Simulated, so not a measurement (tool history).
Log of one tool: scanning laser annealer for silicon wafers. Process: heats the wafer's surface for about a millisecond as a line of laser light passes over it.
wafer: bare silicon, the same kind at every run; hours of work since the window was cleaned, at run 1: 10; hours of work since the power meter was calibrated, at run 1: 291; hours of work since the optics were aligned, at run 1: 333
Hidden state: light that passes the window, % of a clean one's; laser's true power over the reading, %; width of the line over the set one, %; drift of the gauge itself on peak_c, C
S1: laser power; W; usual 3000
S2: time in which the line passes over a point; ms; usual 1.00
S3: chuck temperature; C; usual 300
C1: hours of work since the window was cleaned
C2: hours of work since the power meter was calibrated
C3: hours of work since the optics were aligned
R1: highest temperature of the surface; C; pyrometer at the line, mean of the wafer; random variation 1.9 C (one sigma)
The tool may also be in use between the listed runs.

run 1 hour=0.0 | S1=3000 S2=1.00 S3=300 | C1=10 C2=291 C3=333 | R1=1121
run 2 hour=33.1 | S1=3000 S2=1.00 S3=300 | C1=29 C2=310 C3=352 | R1=1121
run 3 hour=57.5 | S1=3000 S2=1.00 S3=300 | C1=43 C2=324 C3=366 | R1=1118
run 4 hour=107.0 | S1=3000 S2=1.00 S3=300 | C1=72 C2=353 C3=395 | R1=1116
run 5 hour=132.0 | S1=3000 S2=1.03 S3=300 | C1=86 C2=367 C3=409 | R1=1129
run 6 hour=175.7 | S1=3000 S2=1.03 S3=300 | C1=111 C2=393 C3=434 | R1=1126
run 7 hour=213.0 | S1=3000 S2=0.77 S3=300 | C1=133 C2=414 C3=456 | R1=995
-- hour=219.4 window over the wafer cleaned
run 8 hour=257.8 | S1=3205 S2=1.24 S3=324 | C1=22 C2=439 C3=481 | R1=1316
run 9 hour=280.7 | S1=3205 S2=1.24 S3=324 | C1=36 C2=452 C3=494 | R1=1311
run 10 hour=333.5 | S1=2853 S2=1.24 S3=297 | C1=66 C2=483 C3=525 | R1=1150
run 11 hour=357.6 | S1=2853 S2=1.18 S3=297 | C1=80 C2=497 C3=539 | R1=1123
run 12 hour=396.5 | S1=2853 S2=1.18 S3=297 | C1=103 C2=519 C3=561 | R1=1120
-- hour=420.3 window over the wafer cleaned, once more
run 13 hour=438.1 | S1=2853 S2=1.18 S3=297 | C1=10 C2=542 C3=584 | R1=1145
run 14 hour=481.5 | S1=2853 S2=1.18 S3=297 | C1=35 C2=567 C3=609 | R1=1147

Forecast each of these 3 alternatives for the next run:
run A hour=509.4 | S1=2900 S2=1.00 S3=300 | C1=52 C2=584 C3=625 | R1=?
run B hour=509.4 | S1=3166 S2=1.18 S3=297 | C1=52 C2=584 C3=625 | R1=?
run C hour=509.4 | S1=3155 S2=1.18 S3=300 | C1=52 C2=584 C3=625 | R1=?

run=A R1=1082
run=B R1=1260
run=C R1=1257
Without the tool's hidden state the same runs would have given:
run=A R1=1088
run=B R1=1268
run=C R1=1265

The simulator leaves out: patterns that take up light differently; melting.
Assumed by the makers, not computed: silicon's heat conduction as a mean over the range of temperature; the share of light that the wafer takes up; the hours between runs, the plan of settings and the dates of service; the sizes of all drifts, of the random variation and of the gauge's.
